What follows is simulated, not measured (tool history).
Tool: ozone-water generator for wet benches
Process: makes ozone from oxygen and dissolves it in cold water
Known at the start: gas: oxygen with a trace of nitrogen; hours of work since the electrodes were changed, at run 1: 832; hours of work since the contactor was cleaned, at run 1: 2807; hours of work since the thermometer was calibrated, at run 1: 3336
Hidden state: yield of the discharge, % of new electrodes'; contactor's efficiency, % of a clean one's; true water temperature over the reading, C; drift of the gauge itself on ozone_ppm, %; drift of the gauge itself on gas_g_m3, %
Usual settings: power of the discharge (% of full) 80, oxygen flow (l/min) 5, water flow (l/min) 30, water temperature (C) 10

run   hour  power of the discharge (% of full)  oxygen flow (l/min)  water flow (l/min)  water temperature (C)  hours of work since the electrodes were changed  hours of work since the contactor was cleaned  hours of work since the thermometer was calibrated  dissolved ozone (ppm)  ozone in the gas ahead of the water (g/m3)
  1      0                                  80                    5                  30                     10                                              832                                           2807                                                3336                   18.7                                       224.8
  2   20.2                                  80                    5                  30                     10                                              851                                           2827                                                3356                   18.6                                       226.5
  3   55.7                                  80                    5                  30                     10                                              886                                           2862                                                3391                   18.4                                         225
  4   82.6                                  80                 6.36                  30                     10                                              912                                           2888                                                3417                     19                                       196.4
  5  122.7                                  80                    5                  42                     10                                              952                                           2927                                                3456                   13.4                                       226.8
  6  145.3                                  80                    5                  42                     10                                              974                                           2949                                                3478                   13.3                                         223
  7  180.6                                  80                    5                  42                     10                                             1008                                           2984                                                3513                   13.3                                       226.1
  8  199.1                                  80                    5                  30                     10                                             1026                                           3002                                                3531                   18.5                                       226.2
  9  222.6                                  80                    5                  30                     10                                             1049                                           3025                                                3554                   18.5                                       225.7
 10  263.1                                  96                 7.38                  21                     14                                             1089                                           3064                                                3593                   27.4                                       202.8
 11  285.5                                  90                 5.04                  21                     14                                             1111                                           3086                                                3615                   26.8                                       244.5
 12  310.4                                  90                 5.04                  21                     14                                             1135                                           3111                                                3639                   26.5                                       244.2
 13    338                                  93                    5                  19                      7                                             1162                                           3137                                                3666                   31.7                                       250.8
 14  382.6                                  80                 4.15                  33                     10                                             1206                                           3181                                                3710                   16.4                                       253.3
 15  425.1                                  77                 4.15                  33                     11                                             1247                                           3223                                                3752                     16                                       246.6
 16  447.7                                  80                 4.01                  30                      8                                             1269                                           3245                                                3774                   18.3                                       256.7
 17  489.3                                  90                    5                  43                      8                                             1310                                           3285                                                3814                   14.2                                       245.8
 18  520.2                                  80                 6.74                  30                     13                                             1340                                           3316                                                3845                   18.5                                       190.2

3 ways to go on from here, each from the tool as it stands after run 18. What would each give?
  A  546.5                                  67                 6.74                  30                      7                                             1366                                           3341                                                3870                      ?                                           ?
  B  546.5                                  80                 4.79                  28                      9                                             1366                                           3341                                                3870                      ?                                           ?
  C  546.5                                  80                 2.81                  30                     10                                             1366                                           3341                                                3870                      ?                                           ?

run  dissolved ozone (ppm)  ozone in the gas ahead of the water (g/m3)
  A                   17.2                                       166.1
  B                   19.7                                       231.3
  C                   16.9                                       313.9
Without the tool's hidden state the same runs would have given:
run  dissolved ozone (ppm)  ozone in the gas ahead of the water (g/m3)
  A                   17.2                                       166.1
  B                   19.7                                       231.4
  C                   16.9                                       314.1
